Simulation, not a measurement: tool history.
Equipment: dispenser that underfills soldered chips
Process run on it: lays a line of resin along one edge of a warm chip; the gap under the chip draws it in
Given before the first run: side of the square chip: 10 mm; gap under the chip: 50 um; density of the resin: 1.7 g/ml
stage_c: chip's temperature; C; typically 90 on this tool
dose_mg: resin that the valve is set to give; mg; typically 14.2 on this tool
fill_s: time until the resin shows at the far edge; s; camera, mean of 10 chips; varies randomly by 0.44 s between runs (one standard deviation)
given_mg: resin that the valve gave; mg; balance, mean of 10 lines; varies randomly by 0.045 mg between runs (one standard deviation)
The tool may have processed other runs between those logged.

run,hour,stage_c,dose_mg,fill_s,given_mg
1,0.0,90,14.2,35.7,14.03
2,8.1,90,14.2,50.1,13.96
# hour 8.9: new syringe of resin
3,17.8,90,14.7,45.9,14.43
# hour 20.8: new syringe of resin
4,24.2,90,14.7,36.3,14.28
# hour 32.6: new syringe of resin
5,32.9,90,14.7,33.2,14.34
6,37.5,90,14.7,39.1,14.26
# hour 40.7: dispensing valve cleaned and set on the balance
# hour 45.2: new syringe of resin
7,48.2,90,14.7,36.3,14.57
# hour 56.9: new syringe of resin
8,57.7,90,14.7,32.1,14.59
9,63.6,90,16.3,41.0,16.15
# hour 68.6: new syringe of resin
10,72.4,90,17.6,37.3,17.27
# hour 80.6: new syringe of resin
11,80.9,90,17.6,33.0,17.28
12,87.9,90,17.6,42.9,17.21
# hour 92.0: new syringe of resin
13,92.1,90,14.1,32.8,13.76
14,98.5,92,15.2,38.3,14.85
# hour 103.4: new syringe of resin
15,105.2,103,15.2,19.7,14.83
# hour 106.9: dispensing valve cleaned and set on the balance
16,112.2,79,12.2,77.0,12.14
# hour 116.4: new syringe of resin
17,118.5,79,12.2,59.5,12.10
18,123.8,87,14.1,49.9,13.98
# hour 128.0: new syringe of resin
19,129.6,85,12.9,44.6,12.70
20,136.6,94,17.3,37.7,16.99

Forecast run 21:
# hour 139.7: new syringe of resin
21,144.8,90,12.4,?,?

fill_s: 40.9 s
given_mg: 12.17 mg
Minus the tool's unlogged condition, the same run would have read fill_s 32.3 s, given_mg 12.43 mg.
